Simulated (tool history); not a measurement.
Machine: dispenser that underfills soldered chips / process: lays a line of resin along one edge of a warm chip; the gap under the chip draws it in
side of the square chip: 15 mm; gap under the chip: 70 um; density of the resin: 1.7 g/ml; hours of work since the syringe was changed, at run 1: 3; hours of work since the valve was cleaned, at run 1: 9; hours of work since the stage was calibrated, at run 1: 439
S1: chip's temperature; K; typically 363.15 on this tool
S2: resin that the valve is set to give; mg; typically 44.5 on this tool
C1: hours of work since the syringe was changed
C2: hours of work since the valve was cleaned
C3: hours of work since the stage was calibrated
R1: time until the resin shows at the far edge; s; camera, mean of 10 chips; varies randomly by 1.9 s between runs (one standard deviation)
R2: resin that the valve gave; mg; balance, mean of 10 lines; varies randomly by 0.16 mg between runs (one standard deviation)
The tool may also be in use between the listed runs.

{"run": 1, "hour": 0.0, "S1": 363.15, "S2": 44.5, "C1": 3, "C2": 9, "C3": 439, "R1": 200.9, "R2": 44.04}
{"hour": 4.5, "done": "new syringe of resin"}
{"run": 2, "hour": 8.6, "S1": 363.15, "S2": 44.5, "C1": 3, "C2": 16, "C3": 445, "R1": 209.5, "R2": 44.13}
{"hour": 11.9, "done": "new syringe of resin"}
{"hour": 19.8, "done": "new syringe of resin"}
{"run": 3, "hour": 21.9, "S1": 363.15, "S2": 44.5, "C1": 2, "C2": 26, "C3": 456, "R1": 190.6, "R2": 43.28}
{"hour": 27.7, "done": "new syringe of resin"}
{"run": 4, "hour": 30.3, "S1": 363.15, "S2": 44.5, "C1": 2, "C2": 33, "C3": 462, "R1": 193.3, "R2": 42.95}
{"hour": 35.0, "done": "new syringe of resin"}
{"hour": 42.6, "done": "new syringe of resin"}
{"run": 5, "hour": 45.9, "S1": 363.15, "S2": 50.4, "C1": 3, "C2": 45, "C3": 474, "R1": 197.7, "R2": 48.44}
{"hour": 50.3, "done": "new syringe of resin"}
{"run": 6, "hour": 55.3, "S1": 363.15, "S2": 44.5, "C1": 4, "C2": 52, "C3": 481, "R1": 209.4, "R2": 42.58}
{"hour": 58.0, "done": "new syringe of resin"}
{"hour": 65.9, "done": "new syringe of resin"}
{"run": 7, "hour": 66.1, "S1": 363.15, "S2": 44.5, "C1": 0, "C2": 60, "C3": 489, "R1": 181.6, "R2": 42.57}
{"hour": 74.2, "done": "new syringe of resin"}
{"hour": 81.9, "done": "new syringe of resin"}
{"run": 8, "hour": 81.9, "S1": 363.15, "S2": 44.5, "C1": 0, "C2": 72, "C3": 502, "R1": 184.4, "R2": 42.2}
{"hour": 89.5, "done": "new syringe of resin"}
{"run": 9, "hour": 93.2, "S1": 363.15, "S2": 47, "C1": 3, "C2": 81, "C3": 510, "R1": 204.5, "R2": 43.85}
{"hour": 97.2, "done": "new syringe of resin"}
{"hour": 103.3, "done": "dispensing valve cleaned and set on the balance"}
{"hour": 105.6, "done": "new syringe of resin"}
{"run": 10, "hour": 109.1, "S1": 363.15, "S2": 53.7, "C1": 3, "C2": 4, "C3": 522, "R1": 194.6, "R2": 53.38}
{"hour": 113.3, "done": "new syringe of resin"}
{"run": 11, "hour": 116.1, "S1": 363.15, "S2": 53.7, "C1": 2, "C2": 10, "C3": 527, "R1": 194, "R2": 53.04}
{"hour": 120.9, "done": "new syringe of resin"}
{"hour": 128.7, "done": "new syringe of resin"}
{"run": 12, "hour": 130.9, "S1": 363.15, "S2": 53.7, "C1": 2, "C2": 21, "C3": 538, "R1": 192.1, "R2": 52.55}
{"hour": 135.9, "done": "new syringe of resin"}
{"hour": 144.4, "done": "new syringe of resin"}
{"run": 13, "hour": 144.5, "S1": 363.15, "S2": 53.7, "C1": 0, "C2": 31, "C3": 549, "R1": 177.4, "R2": 52}
{"hour": 151.9, "done": "new syringe of resin"}
{"run": 14, "hour": 155.1, "S1": 351.15, "S2": 52.4, "C1": 3, "C2": 40, "C3": 557, "R1": 330, "R2": 50.6}
{"hour": 159.4, "done": "new syringe of resin"}
{"run": 15, "hour": 163.8, "S1": 351.15, "S2": 52.4, "C1": 4, "C2": 46, "C3": 564, "R1": 343.7, "R2": 50.31}
{"hour": 167.0, "done": "new syringe of resin"}
{"run": 16, "hour": 173.5, "S1": 353.15, "S2": 44.5, "C1": 5, "C2": 54, "C3": 571, "R1": 330.7, "R2": 42.44}
{"hour": 174.6, "done": "new syringe of resin"}
{"hour": 182.9, "done": "new syringe of resin"}
{"run": 17, "hour": 186.6, "S1": 351.15, "S2": 41.6, "C1": 3, "C2": 64, "C3": 581, "R1": 340.7, "R2": 39.39}
{"hour": 191.1, "done": "new syringe of resin"}
{"run": 18, "hour": 194.5, "S1": 361.15, "S2": 55.6, "C1": 3, "C2": 70, "C3": 587, "R1": 211.4, "R2": 52.06}
{"hour": 198.8, "done": "new syringe of resin"}
{"run": 19, "hour": 204.2, "S1": 357.15, "S2": 41.9, "C1": 4, "C2": 78, "C3": 595, "R1": 275.3, "R2": 39.21}
{"hour": 207.2, "done": "new syringe of resin"}
{"hour": 215.4, "done": "new syringe of resin"}
{"hour": 217.9, "done": "dispensing valve cleaned and set on the balance"}
{"run": 20, "hour": 220.5, "S1": 357.15, "S2": 41.9, "C1": 3, "C2": 2, "C3": 607, "R1": 258.9, "R2": 41.91}
{"hour": 224.6, "done": "new syringe of resin"}
{"run": 21, "hour": 231.1, "S1": 357.15, "S2": 41.9, "C1": 5, "C2": 10, "C3": 615, "R1": 278.2, "R2": 41.45}
{"hour": 232.2, "done": "new syringe of resin"}
{"hour": 240.1, "done": "new syringe of resin"}
{"run": 22, "hour": 243.9, "S1": 357.15, "S2": 41.9, "C1": 3, "C2": 20, "C3": 625, "R1": 256.6, "R2": 41.1}
{"hour": 248.1, "done": "new syringe of resin"}
{"run": 23, "hour": 254.2, "S1": 377.15, "S2": 51.7, "C1": 5, "C2": 28, "C3": 633, "R1": 118, "R2": 50.39}
{"hour": 255.8, "done": "new syringe of resin"}
{"hour": 263.2, "done": "new syringe of resin"}
{"run": 24, "hour": 269.8, "S1": 363.15, "S2": 56.4, "C1": 5, "C2": 40, "C3": 645, "R1": 209.6, "R2": 54.46}
{"hour": 271.3, "done": "new syringe of resin"}
{"hour": 278.8, "done": "new syringe of resin"}
{"run": 25, "hour": 282.0, "S1": 363.15, "S2": 56.4, "C1": 3, "C2": 49, "C3": 654, "R1": 190.1, "R2": 54.04}

What if the next run were any one of these 5? Each begins from the tool's condition after run 25:
{"hour": 286.4, "done": "new syringe of resin"}
{"hour": 294.5, "done": "new syringe of resin"}
{"run": "A", "hour": 296.2, "S1": 367.15, "S2": 56.4, "C1": 1, "C2": 60, "C3": 665, "R1": "?", "R2": "?"}
{"hour": 286.4, "done": "new syringe of resin"}
{"hour": 294.5, "done": "new syringe of resin"}
{"run": "B", "hour": 296.2, "S1": 369.15, "S2": 55.9, "C1": 1, "C2": 60, "C3": 665, "R1": "?", "R2": "?"}
{"hour": 286.4, "done": "new syringe of resin"}
{"hour": 294.5, "done": "new syringe of resin"}
{"run": "C", "hour": 296.2, "S1": 358.15, "S2": 47.2, "C1": 1, "C2": 60, "C3": 665, "R1": "?", "R2": "?"}
{"hour": 286.4, "done": "new syringe of resin"}
{"hour": 294.5, "done": "new syringe of resin"}
{"run": "D", "hour": 296.2, "S1": 363.15, "S2": 57.1, "C1": 1, "C2": 60, "C3": 665, "R1": "?", "R2": "?"}
{"hour": 286.4, "done": "new syringe of resin"}
{"hour": 294.5, "done": "new syringe of resin"}
{"run": "E", "hour": 296.2, "S1": 363.15, "S2": 42.7, "C1": 1, "C2": 60, "C3": 665, "R1": "?", "R2": "?"}

run=A R1=157 R2=53.5
run=B R1=143.6 R2=53.21
run=C R1=228.7 R2=44.82
run=D R1=187.3 R2=54.14
run=E R1=189.9 R2=40.42
With the hidden condition removed and each run's random variation left untouched, the same runs would have given:
run=A R1=160.7 R2=56.43
run=B R1=146.9 R2=56.13
run=C R1=234.4 R2=47.28
run=D R1=192.1 R2=57.1
run=E R1=193.6 R2=42.64

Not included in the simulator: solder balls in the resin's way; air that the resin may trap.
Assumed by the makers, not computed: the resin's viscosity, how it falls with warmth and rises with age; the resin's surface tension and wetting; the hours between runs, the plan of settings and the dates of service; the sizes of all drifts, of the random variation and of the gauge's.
